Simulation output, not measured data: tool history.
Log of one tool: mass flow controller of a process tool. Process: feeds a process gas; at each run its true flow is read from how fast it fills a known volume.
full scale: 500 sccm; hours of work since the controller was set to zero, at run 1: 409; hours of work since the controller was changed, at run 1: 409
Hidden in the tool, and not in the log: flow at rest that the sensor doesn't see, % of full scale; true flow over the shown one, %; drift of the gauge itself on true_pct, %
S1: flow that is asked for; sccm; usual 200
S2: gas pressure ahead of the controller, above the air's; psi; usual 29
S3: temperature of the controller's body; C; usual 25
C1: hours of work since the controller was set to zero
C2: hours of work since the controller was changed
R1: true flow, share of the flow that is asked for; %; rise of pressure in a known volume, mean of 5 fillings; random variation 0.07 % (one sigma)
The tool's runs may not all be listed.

run	day	S1	S2	S3	C1	C2	R1
1	0	200	29	25	409	409	98.06
2	1.671	200	29	25	433	433	98.06
3	5.462	200	29	25	488	488	98.18
4	9.367	200	29	25	544	544	98.3
5	11.425	200	29	28	574	574	98.34
6	15.375	200	29	28	632	632	98.39
7	17.771	200	29	28	666	666	98.52
8	19.954	200	29	28	698	698	98.52
9	22.671	200	29	28	738	738	98.64
10	24.721	200	29	28	767	767	98.79
11	27.871	200	29	28	813	813	98.66
12	31.888	200	29	28	871	871	98.8
13	35.3	200	35	28	921	921	98.78
14	38.225	143	28.3	25	963	963	98.83
15	41.008	118	38	25	1004	1004	98.55
16	43.571	216	32.6	25	1041	1041	99.46
17	45.425	200	32.3	25	1068	1068	99.53
18	48.679	200	32.3	25	1115	1115	99.57
19	52.229	200	32.3	25	1167	1167	99.67
20	54.479	200	23.4	27	1199	1199	99.87
# day 57.504: gauge calibrated
21	58.142	132	23.4	27	1252	1252	97.83
22	59.988	361	29	25	1279	1279	99.07
23	62.417	361	29	25	1314	1314	99.14
24	66.208	361	25.8	22	1369	1369	99.72
25	67.954	162	29	36	1395	1395	97.45
26	69.971	162	29	36	1424	1424	97.61

Hidden state or all else? Some run-to-run changes of R1, split into what the settings, what came in and random variation would give without the hidden state, and what is left for the hidden state (with any gauge scatter that isn't in both results):
Run 3 -> 4: no setting changed, nothing entered. R1 +0.12 %: hidden state +0.13, all else -0.01.
Run 20 -> 21: S1 200 -> 132, gauge calibrated. R1 -2.04 %: hidden state -1.74, all else -0.3.
Run 24 -> 25: S1 361 -> 162, S2 25.8 -> 29, S3 22 -> 36. R1 -2.27 %: hidden state +0.05, all else -2.32.

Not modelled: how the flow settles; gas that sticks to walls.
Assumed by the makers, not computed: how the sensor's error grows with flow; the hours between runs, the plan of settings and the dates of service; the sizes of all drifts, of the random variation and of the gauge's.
